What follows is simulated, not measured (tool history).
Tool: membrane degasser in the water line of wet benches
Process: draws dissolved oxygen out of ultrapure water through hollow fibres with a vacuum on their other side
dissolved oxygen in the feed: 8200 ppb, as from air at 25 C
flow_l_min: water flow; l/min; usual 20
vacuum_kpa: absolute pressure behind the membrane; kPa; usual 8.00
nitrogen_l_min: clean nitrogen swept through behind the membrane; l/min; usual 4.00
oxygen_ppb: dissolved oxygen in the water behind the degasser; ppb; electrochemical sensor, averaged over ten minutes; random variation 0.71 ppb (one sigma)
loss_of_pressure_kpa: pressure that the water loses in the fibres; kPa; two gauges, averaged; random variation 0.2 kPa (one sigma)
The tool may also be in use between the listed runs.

run,hour,flow_l_min,vacuum_kpa,nitrogen_l_min,oxygen_ppb,loss_of_pressure_kpa
1,0.0,20,8.00,4.00,64.0,41.67
2,53.8,20,8.00,4.00,65.5,41.60
3,125.5,20,8.00,4.00,64.4,41.36
4,199.1,20,8.00,4.00,66.2,41.36
5,261.9,20,8.00,4.00,65.6,41.68
6,309.4,20,8.00,4.00,64.0,41.50
7,344.0,20,8.00,4.00,65.0,41.63
8,394.8,20,8.00,4.00,64.7,41.36
9,437.4,20,8.00,4.00,65.5,41.60
10,485.9,20,8.00,4.00,64.8,41.30
11,564.4,31,8.00,4.00,135.3,64.25
12,630.5,31,8.00,4.00,134.8,63.80
13,667.7,31,8.00,4.00,135.0,63.89
14,699.5,31,12.61,4.00,216.8,64.06
15,736.2,20,9.89,4.00,88.1,41.17
16,811.0,20,9.89,4.00,86.9,40.56
17,867.8,20,9.89,4.00,85.8,41.09
18,908.6,20,9.89,5.43,67.8,40.86
19,977.3,20,9.20,2.24,132.3,40.95
20,1025.5,20,9.20,2.24,134.4,41.02
21,1092.2,29,8.00,4.00,119.3,59.38

Run 22 comes next. What will it give?
22,1167.9,13,8.00,4.00,?,?

oxygen_ppb: 39.0 ppb
loss_of_pressure_kpa: 26.51 kPa
Without the tool's hidden state the same run would have given oxygen_ppb 39.0 ppb, loss_of_pressure_kpa 27.04 kPa.
